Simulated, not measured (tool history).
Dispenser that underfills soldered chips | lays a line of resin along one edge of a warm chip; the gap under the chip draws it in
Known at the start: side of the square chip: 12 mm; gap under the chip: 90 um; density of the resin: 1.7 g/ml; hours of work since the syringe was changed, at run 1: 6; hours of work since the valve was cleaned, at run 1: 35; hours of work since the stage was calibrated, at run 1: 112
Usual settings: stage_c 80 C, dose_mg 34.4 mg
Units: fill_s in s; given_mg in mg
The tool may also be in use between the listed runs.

run	hour	stage_c	dose_mg	hours of work since the syringe was changed	hours of work since the valve was cleaned	hours of work since the stage was calibrated	fill_s	given_mg
1	0	80	34.4	6	35	112	133.2	34.07
2	5.9	80	34.4	10	38	116	156.4	33.74
# hour 7.1: new syringe of resin
3	10.4	80	34.4	2	41	118	105.4	33.79
4	14.6	71	34.4	5	44	121	179.5	33.77
5	19.7	71	34.4	8	47	124	208.8	33.41
6	22.2	71	34.4	9	48	126	227.2	33.58
# hour 24.1: new syringe of resin
7	25.8	71	34.4	1	50	128	152.8	33.47
8	31.6	74	34.4	5	54	131	155.8	33.46
9	36.4	83	42.6	8	57	134	118.7	41.45
10	39.1	75	35.3	9	59	136	183.3	34.37
# hour 40.8: new syringe of resin
11	43.4	74	35.3	2	61	139	139	33.95
12	48.9	73	40.6	5	65	142	163.7	39.5
13	53.3	89	35.5	8	67	145	95.1	34.52

Hidden state or all else? Some run-to-run changes of fill_s, split into what the settings, what came in and random variation would give without the hidden state, and what is left for the hidden state (with any gauge scatter that isn't in both results):
The hidden state here: resin's viscosity, % of fresh resin's; dose that the valve gives, % of what is set; true chip temperature over the reading, C; drift of the gauge itself on fill_s, %; drift of the gauge itself on given_mg, %.
Run 6 -> 7: new syringe of resin. fill_s -74.4 s: hidden state -72.4, all else -2.
